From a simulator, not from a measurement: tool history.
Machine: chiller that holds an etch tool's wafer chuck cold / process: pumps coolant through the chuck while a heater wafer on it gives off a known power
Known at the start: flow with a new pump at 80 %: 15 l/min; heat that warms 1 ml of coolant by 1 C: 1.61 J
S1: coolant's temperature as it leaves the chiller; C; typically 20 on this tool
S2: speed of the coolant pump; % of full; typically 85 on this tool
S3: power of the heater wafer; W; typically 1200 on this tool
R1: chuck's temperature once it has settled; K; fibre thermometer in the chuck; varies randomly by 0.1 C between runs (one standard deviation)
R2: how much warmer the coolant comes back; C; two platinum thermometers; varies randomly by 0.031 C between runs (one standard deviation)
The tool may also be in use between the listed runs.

run 1 day=0.000 | S1=20 S2=85 S3=1200 | R1=300.55 R2=2.86
run 2 day=0.733 | S1=20 S2=85 S3=1200 | R1=300.75 R2=2.88
run 3 day=1.421 | S1=20 S2=85 S3=1200 | R1=300.75 R2=2.85
run 4 day=2.062 | S1=20 S2=85 S3=1200 | R1=300.75 R2=2.90
run 5 day=2.733 | S1=14 S2=85 S3=1200 | R1=294.85 R2=2.88
run 6 day=3.858 | S1=14 S2=85 S3=1200 | R1=294.65 R2=2.90
run 7 day=4.742 | S1=16 S2=85 S3=1200 | R1=296.85 R2=2.91
run 8 day=5.812 | S1=20 S2=85 S3=1021 | R1=299.75 R2=2.45
run 9 day=6.917 | S1=20 S2=85 S3=1021 | R1=299.85 R2=2.45
run 10 day=7.508 | S1=20 S2=85 S3=1021 | R1=299.65 R2=2.51
run 11 day=8.512 | S1=20 S2=85 S3=1021 | R1=299.75 R2=2.41
run 12 day=9.258 | S1=20 S2=85 S3=1081 | R1=300.15 R2=2.57
run 13 day=10.117 | S1=20 S2=85 S3=1081 | R1=300.25 R2=2.57
run 14 day=11.308 | S1=20 S2=85 S3=1081 | R1=300.15 R2=2.68
run 15 day=11.846 | S1=13 S2=63 S3=990 | R1=293.85 R2=3.18
run 16 day=12.992 | S1=20 S2=63 S3=1403 | R1=304.05 R2=4.52
run 17 day=13.579 | S1=20 S2=62 S3=1168 | R1=302.45 R2=3.85
run 18 day=14.492 | S1=20 S2=62 S3=1512 | R1=305.15 R2=5.02
run 19 day=15.050 | S1=20 S2=62 S3=1512 | R1=305.25 R2=5.05
run 20 day=15.562 | S1=20 S2=62 S3=1512 | R1=305.15 R2=5.04
run 21 day=16.350 | S1=15 S2=64 S3=1189 | R1=297.65 R2=3.82
run 22 day=17.329 | S1=20 S2=97 S3=1200 | R1=300.45 R2=2.55
run 23 day=18.367 | S1=11 S2=70 S3=1200 | R1=293.15 R2=3.54
run 24 day=19.608 | S1=10 S2=87 S3=1210 | R1=290.95 R2=2.84
run 25 day=20.542 | S1=20 S2=94 S3=1200 | R1=300.55 R2=2.66
run 26 day=21.433 | S1=16 S2=83 S3=1283 | R1=297.75 R2=3.20

Predict each of these 4 candidate next runs independently; none follows another, all start after run 26:
run A day=22.475 | S1=16 S2=83 S3=687 | R1=? R2=?
run B day=22.475 | S1=13 S2=81 S3=861 | R1=? R2=?
run C day=22.475 | S1=17 S2=67 S3=1539 | R1=? R2=?
run D day=22.475 | S1=16 S2=66 S3=1739 | R1=? R2=?

run=A R1=293.85 R2=1.72
run=B R1=292.05 R2=2.23
run=C R1=301.85 R2=4.76
run=D R1=302.55 R2=5.39
With no hidden state in the tool, these same runs would have given:
run=A R1=293.15 R2=1.66
run=B R1=291.25 R2=2.15
run=C R1=300.65 R2=4.58
run=D R1=301.05 R2=5.19
